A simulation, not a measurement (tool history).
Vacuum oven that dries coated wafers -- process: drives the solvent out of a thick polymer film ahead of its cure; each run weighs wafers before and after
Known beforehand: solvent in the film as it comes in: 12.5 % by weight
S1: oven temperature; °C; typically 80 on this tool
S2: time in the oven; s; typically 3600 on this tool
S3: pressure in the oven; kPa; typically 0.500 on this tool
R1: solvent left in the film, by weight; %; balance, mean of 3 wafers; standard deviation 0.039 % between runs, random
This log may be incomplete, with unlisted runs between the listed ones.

{"run": 1, "hour": 0.0, "S1": 80, "S2": 3600, "S3": 0.5, "R1": 1.44}
{"run": 2, "hour": 13.8, "S1": 80, "S2": 3600, "S3": 1.192, "R1": 2.02}
{"hour": 25.3, "done": "oven's thermocouples calibrated"}
{"run": 3, "hour": 32.9, "S1": 70, "S2": 3600, "S3": 0.5, "R1": 3.07}
{"run": 4, "hour": 46.8, "S1": 70, "S2": 3600, "S3": 0.5, "R1": 3.22}
{"run": 5, "hour": 60.7, "S1": 70, "S2": 3600, "S3": 0.5, "R1": 3.16}
{"run": 6, "hour": 83.2, "S1": 70, "S2": 3600, "S3": 0.5, "R1": 3.11}
{"run": 7, "hour": 94.5, "S1": 70, "S2": 3600, "S3": 0.5, "R1": 3.21}
{"run": 8, "hour": 112.0, "S1": 67, "S2": 3600, "S3": 0.5, "R1": 3.88}
{"run": 9, "hour": 125.1, "S1": 67, "S2": 3600, "S3": 0.5, "R1": 3.84}
{"run": 10, "hour": 148.9, "S1": 80, "S2": 3600, "S3": 0.5, "R1": 1.38}
{"run": 11, "hour": 160.9, "S1": 80, "S2": 3600, "S3": 0.5, "R1": 1.29}
{"run": 12, "hour": 181.4, "S1": 80, "S2": 3600, "S3": 0.5, "R1": 1.39}
{"run": 13, "hour": 194.2, "S1": 80, "S2": 3600, "S3": 0.5, "R1": 1.37}
{"run": 14, "hour": 207.3, "S1": 80, "S2": 3600, "S3": 0.5, "R1": 1.35}
{"run": 15, "hour": 220.6, "S1": 80, "S2": 3600, "S3": 0.5, "R1": 1.37}
{"hour": 223.7, "done": "vacuum gauge cleaned of residue and calibrated"}
{"run": 16, "hour": 240.5, "S1": 80, "S2": 3600, "S3": 0.5, "R1": 1.33}
{"run": 17, "hour": 255.5, "S1": 80, "S2": 3600, "S3": 0.5, "R1": 1.32}
{"run": 18, "hour": 270.2, "S1": 80, "S2": 4860, "S3": 0.309, "R1": 0.67}
{"run": 19, "hour": 292.2, "S1": 85, "S2": 2580, "S3": 0.5, "R1": 1.36}
{"hour": 314.8, "done": "vacuum gauge cleaned of residue and calibrated, once more"}
{"run": 20, "hour": 316.5, "S1": 81, "S2": 2460, "S3": 0.5, "R1": 2.07}
{"run": 21, "hour": 333.3, "S1": 84, "S2": 3600, "S3": 0.5, "R1": 0.89}
{"run": 22, "hour": 346.1, "S1": 90, "S2": 4500, "S3": 0.276, "R1": 0.19}
{"run": 23, "hour": 359.7, "S1": 90, "S2": 4500, "S3": 0.276, "R1": 0.23}
{"run": 24, "hour": 371.0, "S1": 90, "S2": 6360, "S3": 0.276, "R1": 0.16}
{"run": 25, "hour": 388.1, "S1": 66, "S2": 3600, "S3": 0.5, "R1": 4.08}
{"run": 26, "hour": 403.5, "S1": 66, "S2": 3600, "S3": 0.5, "R1": 4.15}
{"run": 27, "hour": 426.4, "S1": 80, "S2": 6360, "S3": 1.364, "R1": 1.36}
{"run": 28, "hour": 438.1, "S1": 80, "S2": 6360, "S3": 1.605, "R1": 1.61}
{"run": 29, "hour": 449.1, "S1": 80, "S2": 3120, "S3": 1.959, "R1": 2.92}
{"run": 30, "hour": 472.6, "S1": 81, "S2": 3660, "S3": 1.384, "R1": 2.0}
{"run": 31, "hour": 488.0, "S1": 68, "S2": 2220, "S3": 1.384, "R1": 6.21}
{"run": 32, "hour": 502.9, "S1": 79, "S2": 3600, "S3": 0.562, "R1": 1.61}
{"run": 33, "hour": 524.8, "S1": 80, "S2": 3600, "S3": 0.423, "R1": 1.26}
{"run": 34, "hour": 538.3, "S1": 76, "S2": 5160, "S3": 1.305, "R1": 1.97}

Consider 4 possible next runs. They are alternatives, not a sequence: every one starts from the tool as it was left by run 34. What does each give?
{"run": "A", "hour": 549.4, "S1": 88, "S2": 4380, "S3": 0.647, "R1": "?"}
{"run": "B", "hour": 549.4, "S1": 69, "S2": 3600, "S3": 1.167, "R1": "?"}
{"run": "C", "hour": 549.4, "S1": 76, "S2": 5220, "S3": 1.305, "R1": "?"}
{"run": "D", "hour": 549.4, "S1": 78, "S2": 4140, "S3": 0.328, "R1": "?"}

run=A R1=0.48
run=B R1=4.08
run=C R1=1.93
run=D R1=1.16
With no hidden state in the tool, these same runs would have given:
run=A R1=0.45
run=B R1=3.91
run=C R1=1.83
run=D R1=1.07
